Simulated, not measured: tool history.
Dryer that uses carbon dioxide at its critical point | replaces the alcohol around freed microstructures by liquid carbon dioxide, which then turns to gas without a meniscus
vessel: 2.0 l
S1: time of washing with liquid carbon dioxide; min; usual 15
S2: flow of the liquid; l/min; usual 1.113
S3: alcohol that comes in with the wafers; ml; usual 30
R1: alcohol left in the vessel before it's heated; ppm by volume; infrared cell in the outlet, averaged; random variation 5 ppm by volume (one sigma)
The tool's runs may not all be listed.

{"run": 1, "hour": 0.0, "S1": 15, "S2": 1.113, "S3": 30, "R1": 99}
{"hour": 6.4, "done": "inlet filter changed"}
{"run": 2, "hour": 30.1, "S1": 15, "S2": 1.113, "S3": 30, "R1": 88}
{"run": 3, "hour": 57.9, "S1": 15, "S2": 0.88, "S3": 30, "R1": 125}
{"run": 4, "hour": 82.8, "S1": 15, "S2": 1.113, "S3": 27, "R1": 88}
{"run": 5, "hour": 106.9, "S1": 15, "S2": 1.113, "S3": 27, "R1": 92}
{"run": 6, "hour": 140.4, "S1": 15, "S2": 1.113, "S3": 27, "R1": 90}
{"run": 7, "hour": 170.1, "S1": 15, "S2": 1.113, "S3": 27, "R1": 88}
{"run": 8, "hour": 191.3, "S1": 15, "S2": 1.113, "S3": 27, "R1": 107}
{"run": 9, "hour": 220.9, "S1": 15, "S2": 0.87, "S3": 27, "R1": 140}
{"run": 10, "hour": 244.6, "S1": 15, "S2": 1.113, "S3": 39, "R1": 115}
{"run": 11, "hour": 262.2, "S1": 15, "S2": 0.69, "S3": 30, "R1": 277}
{"run": 12, "hour": 285.1, "S1": 15, "S2": 1.04, "S3": 30, "R1": 115}
{"run": 13, "hour": 322.5, "S1": 10, "S2": 1.113, "S3": 30, "R1": 220}
{"run": 14, "hour": 351.5, "S1": 22, "S2": 1.113, "S3": 30, "R1": 105}
{"run": 15, "hour": 372.1, "S1": 22, "S2": 1.113, "S3": 30, "R1": 115}
{"run": 16, "hour": 412.9, "S1": 22, "S2": 1.113, "S3": 30, "R1": 107}
{"run": 17, "hour": 440.8, "S1": 15, "S2": 1.113, "S3": 30, "R1": 136}
{"run": 18, "hour": 459.3, "S1": 19, "S2": 0.81, "S3": 30, "R1": 142}
{"hour": 477.9, "done": "inlet filter changed"}
{"run": 19, "hour": 484.2, "S1": 22, "S2": 0.95, "S3": 30, "R1": 125}
{"run": 20, "hour": 508.9, "S1": 22, "S2": 0.95, "S3": 30, "R1": 123}
{"run": 21, "hour": 533.4, "S1": 10, "S2": 1.113, "S3": 21, "R1": 182}
{"run": 22, "hour": 564.7, "S1": 11, "S2": 1.113, "S3": 60, "R1": 232}
{"run": 23, "hour": 593.6, "S1": 11, "S2": 1.113, "S3": 60, "R1": 224}
{"run": 24, "hour": 624.8, "S1": 15, "S2": 0.98, "S3": 61, "R1": 185}
{"run": 25, "hour": 641.4, "S1": 15, "S2": 0.98, "S3": 61, "R1": 180}
{"run": 26, "hour": 663.1, "S1": 15, "S2": 0.98, "S3": 23, "R1": 147}
{"run": 27, "hour": 696.7, "S1": 15, "S2": 0.98, "S3": 23, "R1": 145}
{"run": 28, "hour": 728.2, "S1": 15, "S2": 0.98, "S3": 23, "R1": 165}
{"run": 29, "hour": 755.0, "S1": 15, "S2": 1.113, "S3": 75, "R1": 175}
{"run": 30, "hour": 785.1, "S1": 15, "S2": 1.6, "S3": 30, "R1": 145}
{"run": 31, "hour": 823.3, "S1": 14, "S2": 1.16, "S3": 30, "R1": 167}
{"run": 32, "hour": 849.7, "S1": 17, "S2": 1.113, "S3": 30, "R1": 161}
{"run": 33, "hour": 876.7, "S1": 17, "S2": 1.113, "S3": 30, "R1": 162}
{"run": 34, "hour": 915.0, "S1": 17, "S2": 1.113, "S3": 30, "R1": 172}

Hidden state or all else? Some run-to-run changes of R1, split into what the settings, what came in and random variation would give without the hidden state, and what is left for the hidden state (with any gauge scatter that isn't in both results):
The hidden state here: flow that reaches the vessel past the clogged filter, %; alcohol in the recycled carbon dioxide, ppm; drift of the gauge itself on alcohol_ppm, %.
Run 10 -> 11: S2 1.113 -> 0.69, S3 39 -> 30. R1 +162 ppm by volume: hidden state +42, all else +120.
Run 11 -> 12: S2 0.69 -> 1.04. R1 -162 ppm by volume: hidden state -40, all else -122.
Run 12 -> 13: S1 15 -> 10, S2 1.04 -> 1.113. R1 +105 ppm by volume: hidden state +40, all else +65.
Run 13 -> 14: S1 10 -> 22. R1 -115 ppm by volume: hidden state -36, all else -79.
